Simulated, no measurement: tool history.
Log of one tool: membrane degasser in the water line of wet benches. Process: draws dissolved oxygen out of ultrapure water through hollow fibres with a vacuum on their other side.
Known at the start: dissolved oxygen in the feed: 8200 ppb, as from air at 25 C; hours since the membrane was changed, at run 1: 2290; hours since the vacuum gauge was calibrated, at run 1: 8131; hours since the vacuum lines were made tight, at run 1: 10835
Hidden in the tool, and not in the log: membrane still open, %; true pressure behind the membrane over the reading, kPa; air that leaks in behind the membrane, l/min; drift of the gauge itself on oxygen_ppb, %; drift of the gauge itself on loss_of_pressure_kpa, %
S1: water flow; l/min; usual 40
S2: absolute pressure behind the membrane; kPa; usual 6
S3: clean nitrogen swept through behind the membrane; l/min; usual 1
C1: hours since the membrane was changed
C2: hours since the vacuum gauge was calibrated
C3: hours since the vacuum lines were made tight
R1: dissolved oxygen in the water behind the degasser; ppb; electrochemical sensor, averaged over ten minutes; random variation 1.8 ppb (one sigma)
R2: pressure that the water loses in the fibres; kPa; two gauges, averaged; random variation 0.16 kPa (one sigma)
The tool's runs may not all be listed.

| run | day | S1 | S2 | S3 | C1 | C2 | C3 | R1 | R2 |
|---|---|---|---|---|---|---|---|---|---|
| 1 | 0 | 40 | 6 | 1 | 2290 | 8131 | 10835 | 241.6 | 29.55 |
| 2 | 1.142 | 40 | 6 | 1 | 2317 | 8158 | 10863 | 245.4 | 29.71 |
| 3 | 2.454 | 40 | 6 | 1 | 2349 | 8190 | 10894 | 243.1 | 29.87 |
| 4 | 5.229 | 40 | 6 | 1 | 2415 | 8257 | 10961 | 246.9 | 29.92 |
| 5 | 6.638 | 40 | 6 | 1.3 | 2449 | 8290 | 10995 | 203.4 | 29.98 |
| 6 | 7.917 | 40 | 6 | 1.68 | 2480 | 8321 | 11025 | 162.5 | 29.72 |
|  | 9.025 | vacuum gauge calibrated |
| 7 | 10.604 | 40 | 6 | 1 | 2544 | 38 | 11089 | 250.8 | 29.72 |
| 8 | 11.9 | 40 | 6 | 0.61 | 2575 | 69 | 11120 | 353.3 | 29.88 |
| 9 | 14.321 | 40 | 14.75 | 1 | 2633 | 127 | 11179 | 878.6 | 30.01 |
| 10 | 16.929 | 63 | 6 | 1 | 2695 | 190 | 11241 | 369.6 | 46.7 |
| 11 | 19.121 | 63 | 6 | 1 | 2748 | 242 | 11294 | 374.4 | 46.99 |
| 12 | 21.204 | 50 | 6.65 | 2.61 | 2798 | 292 | 11344 | 174.5 | 37.35 |
| 13 | 22.725 | 50 | 6.65 | 2.61 | 2834 | 329 | 11380 | 171.8 | 37.03 |
| 14 | 24.154 | 41 | 5.23 | 1 | 2869 | 363 | 11415 | 197.6 | 30.73 |
|  | 24.633 | vacuum gauge calibrated, once more |
| 15 | 26.158 | 40 | 13.54 | 1.3 | 2916 | 37 | 11462 | 631 | 29.55 |
| 16 | 27.388 | 40 | 13.54 | 1.3 | 2946 | 66 | 11492 | 638.1 | 29.69 |
| 17 | 28.65 | 31 | 13.54 | 1 | 2976 | 96 | 11522 | 648.3 | 23.01 |
| 18 | 30.125 | 31 | 13.54 | 1 | 3012 | 132 | 11557 | 640.6 | 22.98 |
| 19 | 32.2 | 40 | 6 | 2.44 | 3061 | 182 | 11607 | 109 | 29.85 |
| 20 | 34.325 | 60 | 6 | 1 | 3112 | 233 | 11658 | 324.7 | 44.71 |
| 21 | 36.129 | 60 | 6 | 1 | 3156 | 276 | 11701 | 324.8 | 44.74 |
| 22 | 38.55 | 38 | 6 | 1.42 | 3214 | 334 | 11760 | 165.4 | 28.19 |

5 ways to go on from here, each from the tool as it stands after run 22. What would each give?
| A | 40.188 | 62 | 13.25 | 2.62 | 3253 | 373 | 11799 | ? | ? |
| B | 40.188 | 24 | 6 | 1.42 | 3253 | 373 | 11799 | ? | ? |
| C | 40.188 | 40 | 7.82 | 1.69 | 3253 | 373 | 11799 | ? | ? |
| D | 40.188 | 40 | 6 | 2.3 | 3253 | 373 | 11799 | ? | ? |
| E | 40.188 | 48 | 6 | 1.01 | 3253 | 373 | 11799 | ? | ? |

| run | R1 | R2 |
|---|---|---|
| A | 524.4 | 46.17 |
| B | 111.8 | 17.64 |
| C | 239.2 | 29.9 |
| D | 114.5 | 29.64 |
| E | 262.3 | 35.61 |
Without the tool's hidden state the same runs would have given:
| run | R1 | R2 |
|---|---|---|
| A | 516.9 | 45.74 |
| B | 107 | 17.47 |
| C | 233.8 | 29.62 |
| D | 110.6 | 29.36 |
| E | 257.2 | 35.28 |

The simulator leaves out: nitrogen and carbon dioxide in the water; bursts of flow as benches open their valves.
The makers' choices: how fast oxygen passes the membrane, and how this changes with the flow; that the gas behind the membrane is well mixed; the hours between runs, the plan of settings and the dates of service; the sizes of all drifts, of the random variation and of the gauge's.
